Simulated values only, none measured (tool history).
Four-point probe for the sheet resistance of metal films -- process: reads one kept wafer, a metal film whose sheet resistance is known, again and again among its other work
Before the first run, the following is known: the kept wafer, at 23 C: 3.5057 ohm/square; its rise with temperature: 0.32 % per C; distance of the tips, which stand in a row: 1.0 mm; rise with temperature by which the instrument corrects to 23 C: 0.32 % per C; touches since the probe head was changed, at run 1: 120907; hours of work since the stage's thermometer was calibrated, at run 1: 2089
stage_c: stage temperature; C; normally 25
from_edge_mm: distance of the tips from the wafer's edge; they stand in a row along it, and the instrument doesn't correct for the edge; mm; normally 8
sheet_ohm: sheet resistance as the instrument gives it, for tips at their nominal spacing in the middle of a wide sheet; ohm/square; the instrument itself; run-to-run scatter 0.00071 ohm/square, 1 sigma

run,day,stage_c,from_edge_mm,touches since the probe head was changed,hours of work since the stage's thermometer was calibrated,sheet_ohm
1,0.000,25,8,120907,2089,3.534696
# day 0.638: stage's thermometer calibrated
2,5.171,25,8,127133,66,3.534765
3,10.158,25,8,133163,140,3.535605
4,12.638,25,8,136161,176,3.534362
5,14.788,25,8,138763,208,3.535948
6,19.771,30,8,144785,281,3.533050
7,23.433,30,8,149216,334,3.534531
8,27.658,30,8,154320,396,3.533096
9,32.592,30,8,160288,469,3.534136
10,34.729,30,8,162869,500,3.533482
11,38.238,30,8,167115,552,3.534303
12,40.508,30,8,169858,585,3.533512
13,42.971,25,26,172836,621,3.508790
14,47.812,25,16,178691,692,3.512859
15,51.154,25,16,182733,741,3.513402
16,56.017,25,16,188612,812,3.512909
17,60.300,25,28,193787,875,3.508233
18,62.729,25,28,196726,911,3.507148
19,65.450,25,8,200014,951,3.535539
20,70.533,25,8,206161,1025,3.533911
21,75.438,29,4,212090,1097,3.617762
22,78.296,29,4,215549,1139,3.619973
23,83.304,21,14,221600,1213,3.515923
24,88.171,25,8,227485,1284,3.536664
# day 88.908: new probe head fitted
25,90.579,25,10,2022,1319,3.523451
26,94.829,19,8,7156,1381,3.535138
27,99.767,25,19,13129,1453,3.509118
28,104.650,32,5,19031,1525,3.578546
29,109.392,32,35,24765,1595,3.505659
30,113.521,25,7,29760,1655,3.543206
31,116.083,23,15,32858,1693,3.515514
32,120.696,23,28,38435,1760,3.507855
33,124.950,33,7,43575,1823,3.542790
34,128.500,26,8,47868,1875,3.534902
35,131.650,35,5,51676,1921,3.576629
36,133.812,28,34,54290,1953,3.506979
37,136.025,31,9,56966,1985,3.527674
38,141.029,24,8,63015,2059,3.533414
# day 143.708: stage's thermometer calibrated
39,144.071,28,5,66670,5,3.579775

Hidden condition of the tool, last listed run before each entry between runs versus first listed run after:
Between runs 1 and 2: stage's thermometer calibrated (day 0.638)
  no difference in the tool's unlogged condition between these two runs
Between runs 24 and 25: new probe head fitted (day 88.908)
  inner tips' distance over the nominal, %: 0.007 -> 0; tips' flats over new ones', %: 1 -> 0
Between runs 38 and 39: stage's thermometer calibrated (day 143.708)
  no difference in the tool's unlogged condition between these two runs
